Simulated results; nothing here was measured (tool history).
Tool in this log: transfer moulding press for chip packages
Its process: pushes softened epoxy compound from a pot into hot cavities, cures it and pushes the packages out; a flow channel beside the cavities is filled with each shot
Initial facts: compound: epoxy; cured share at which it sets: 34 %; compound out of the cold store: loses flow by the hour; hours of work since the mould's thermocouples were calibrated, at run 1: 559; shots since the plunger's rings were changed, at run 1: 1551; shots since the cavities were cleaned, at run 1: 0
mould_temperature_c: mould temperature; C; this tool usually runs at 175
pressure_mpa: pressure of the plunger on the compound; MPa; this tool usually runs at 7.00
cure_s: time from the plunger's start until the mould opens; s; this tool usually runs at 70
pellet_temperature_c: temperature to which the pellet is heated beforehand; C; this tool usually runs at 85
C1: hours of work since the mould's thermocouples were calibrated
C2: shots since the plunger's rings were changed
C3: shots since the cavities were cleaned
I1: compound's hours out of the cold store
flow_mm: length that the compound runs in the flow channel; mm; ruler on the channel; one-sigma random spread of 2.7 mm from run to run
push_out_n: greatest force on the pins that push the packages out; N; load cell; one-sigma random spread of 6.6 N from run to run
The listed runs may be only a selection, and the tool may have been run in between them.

run 1 hour=0.0 | mould_temperature_c=175 pressure_mpa=7.00 cure_s=70 pellet_temperature_c=85 | C1=559 C2=1551 C3=0 | I1=29.6 | flow_mm=661 push_out_n=284
-- hour=14.9 mould's thermocouples calibrated
run 2 hour=55.1 | mould_temperature_c=175 pressure_mpa=7.00 cure_s=70 pellet_temperature_c=85 | C1=22 C2=2258 C3=707 | I1=20.4 | flow_mm=678 push_out_n=486
-- hour=72.9 cavities cleaned with cleaning compound and waxed
run 3 hour=107.9 | mould_temperature_c=175 pressure_mpa=7.00 cure_s=70 pellet_temperature_c=85 | C1=50 C2=2941 C3=466 | I1=31.7 | flow_mm=636 push_out_n=412
-- hour=142.8 cavities cleaned with cleaning compound and waxed
run 4 hour=164.9 | mould_temperature_c=175 pressure_mpa=7.00 cure_s=70 pellet_temperature_c=81 | C1=81 C2=3678 C3=294 | I1=15.0 | flow_mm=691 push_out_n=412
-- hour=210.9 cavities cleaned with cleaning compound and waxed
run 5 hour=237.8 | mould_temperature_c=175 pressure_mpa=7.00 cure_s=70 pellet_temperature_c=81 | C1=120 C2=4628 C3=358 | I1=45.5 | flow_mm=583 push_out_n=401
-- hour=281.2 cavities cleaned with cleaning compound and waxed
run 6 hour=300.7 | mould_temperature_c=175 pressure_mpa=7.00 cure_s=70 pellet_temperature_c=85 | C1=154 C2=5445 C3=259 | I1=24.6 | flow_mm=646 push_out_n=380
-- hour=351.2 cavities cleaned with cleaning compound and waxed
run 7 hour=360.4 | mould_temperature_c=175 pressure_mpa=7.00 cure_s=70 pellet_temperature_c=85 | C1=186 C2=6219 C3=122 | I1=39.3 | flow_mm=590 push_out_n=310
-- hour=367.6 plunger's sealing rings changed
-- hour=422.2 cavities cleaned with cleaning compound and waxed
run 8 hour=423.0 | mould_temperature_c=180 pressure_mpa=7.00 cure_s=70 pellet_temperature_c=85 | C1=218 C2=717 C3=11 | I1=44.0 | flow_mm=602 push_out_n=220
run 9 hour=455.2 | mould_temperature_c=171 pressure_mpa=7.00 cure_s=70 pellet_temperature_c=85 | C1=236 C2=1145 C3=439 | I1=33.7 | flow_mm=654 push_out_n=499
-- hour=494.1 cavities cleaned with cleaning compound and waxed
run 10 hour=495.8 | mould_temperature_c=182 pressure_mpa=7.00 cure_s=70 pellet_temperature_c=85 | C1=258 C2=1664 C3=22 | I1=32.1 | flow_mm=624 push_out_n=222
run 11 hour=530.0 | mould_temperature_c=175 pressure_mpa=7.00 cure_s=51 pellet_temperature_c=85 | C1=276 C2=2120 C3=478 | I1=31.8 | flow_mm=644 push_out_n=813
-- hour=566.9 cavities cleaned with cleaning compound and waxed
run 12 hour=602.6 | mould_temperature_c=175 pressure_mpa=7.00 cure_s=51 pellet_temperature_c=85 | C1=316 C2=3065 C3=475 | I1=39.0 | flow_mm=615 push_out_n=792
-- hour=637.3 cavities cleaned with cleaning compound and waxed
run 13 hour=661.2 | mould_temperature_c=175 pressure_mpa=7.00 cure_s=70 pellet_temperature_c=85 | C1=347 C2=3826 C3=319 | I1=19.2 | flow_mm=682 push_out_n=409
-- hour=711.2 cavities cleaned with cleaning compound and waxed
run 14 hour=712.3 | mould_temperature_c=182 pressure_mpa=6.15 cure_s=70 pellet_temperature_c=85 | C1=374 C2=4485 C3=15 | I1=25.3 | flow_mm=591 push_out_n=222
-- hour=780.1 cavities cleaned with cleaning compound and waxed
run 15 hour=780.8 | mould_temperature_c=180 pressure_mpa=7.00 cure_s=70 pellet_temperature_c=93 | C1=411 C2=5377 C3=10 | I1=32.4 | flow_mm=600 push_out_n=233
run 16 hour=827.7 | mould_temperature_c=167 pressure_mpa=5.93 cure_s=65 pellet_temperature_c=81 | C1=437 C2=6001 C3=634 | I1=38.1 | flow_mm=568 push_out_n=878
-- hour=852.1 plunger's sealing rings changed
-- hour=853.6 cavities cleaned with cleaning compound and waxed
run 17 hour=903.1 | mould_temperature_c=182 pressure_mpa=6.89 cure_s=104 pellet_temperature_c=92 | C1=476 C2=658 C3=658 | I1=39.6 | flow_mm=608 push_out_n=368
-- hour=927.2 cavities cleaned with cleaning compound and waxed
run 18 hour=941.2 | mould_temperature_c=182 pressure_mpa=6.89 cure_s=104 pellet_temperature_c=92 | C1=496 C2=1145 C3=186 | I1=20.6 | flow_mm=663 push_out_n=284
run 19 hour=981.6 | mould_temperature_c=179 pressure_mpa=7.00 cure_s=59 pellet_temperature_c=85 | C1=519 C2=1683 C3=724 | I1=30.1 | flow_mm=643 push_out_n=554
-- hour=999.5 cavities cleaned with cleaning compound and waxed
run 20 hour=1052.1 | mould_temperature_c=175 pressure_mpa=8.78 cure_s=83 pellet_temperature_c=90 | C1=557 C2=2601 C3=700 | I1=25.3 | flow_mm=744 push_out_n=409
-- hour=1068.9 mould's thermocouples calibrated
-- hour=1070.4 cavities cleaned with cleaning compound and waxed
run 21 hour=1130.1 | mould_temperature_c=180 pressure_mpa=7.00 cure_s=53 pellet_temperature_c=85 | C1=33 C2=3592 C3=795 | I1=31.1 | flow_mm=622 push_out_n=602
-- hour=1140.7 cavities cleaned with cleaning compound and waxed
run 22 hour=1190.9 | mould_temperature_c=180 pressure_mpa=7.00 cure_s=53 pellet_temperature_c=85 | C1=66 C2=4381 C3=669 | I1=45.1 | flow_mm=577 push_out_n=554
-- hour=1211.5 cavities cleaned with cleaning compound and waxed
run 23 hour=1260.6 | mould_temperature_c=171 pressure_mpa=7.58 cure_s=59 pellet_temperature_c=82 | C1=103 C2=5288 C3=654 | I1=27.8 | flow_mm=673 push_out_n=851
-- hour=1279.5 cavities cleaned with cleaning compound and waxed
run 24 hour=1314.8 | mould_temperature_c=172 pressure_mpa=7.88 cure_s=70 pellet_temperature_c=85 | C1=132 C2=5989 C3=469 | I1=45.3 | flow_mm=614 push_out_n=481
-- hour=1339.6 plunger's sealing rings changed
-- hour=1353.2 cavities cleaned with cleaning compound and waxed
run 25 hour=1364.8 | mould_temperature_c=171 pressure_mpa=5.71 cure_s=54 pellet_temperature_c=83 | C1=157 C2=316 C3=156 | I1=14.2 | flow_mm=665 push_out_n=783
run 26 hour=1404.5 | mould_temperature_c=175 pressure_mpa=7.00 cure_s=70 pellet_temperature_c=90 | C1=179 C2=844 C3=684 | I1=12.8 | flow_mm=722 push_out_n=514

4 options for the next run, each taken on its own from the tool as it stands now. Forecast them:
-- hour=1423.7 cavities cleaned with cleaning compound and waxed
run A hour=1479.5 | mould_temperature_c=175 pressure_mpa=5.26 cure_s=57 pellet_temperature_c=90 | C1=220 C2=1821 C3=742 | I1=25.3 | flow_mm=? push_out_n=?
-- hour=1423.7 cavities cleaned with cleaning compound and waxed
run B hour=1479.5 | mould_temperature_c=181 pressure_mpa=7.00 cure_s=59 pellet_temperature_c=78 | C1=220 C2=1821 C3=742 | I1=17.3 | flow_mm=? push_out_n=?
-- hour=1423.7 cavities cleaned with cleaning compound and waxed
run C hour=1479.5 | mould_temperature_c=175 pressure_mpa=7.00 cure_s=63 pellet_temperature_c=85 | C1=220 C2=1821 C3=742 | I1=48.0 | flow_mm=? push_out_n=?
-- hour=1423.7 cavities cleaned with cleaning compound and waxed
run D hour=1479.5 | mould_temperature_c=178 pressure_mpa=8.59 cure_s=70 pellet_temperature_c=90 | C1=220 C2=1821 C3=742 | I1=32.0 | flow_mm=? push_out_n=?

run=A flow_mm=583 push_out_n=727
run=B flow_mm=675 push_out_n=503
run=C flow_mm=595 push_out_n=576
run=D flow_mm=707 push_out_n=455
Had the tool no hidden state, the same runs would have come out as:
run=A flow_mm=593 push_out_n=372
run=B flow_mm=688 push_out_n=262
run=C flow_mm=606 push_out_n=299
run=D flow_mm=721 push_out_n=242
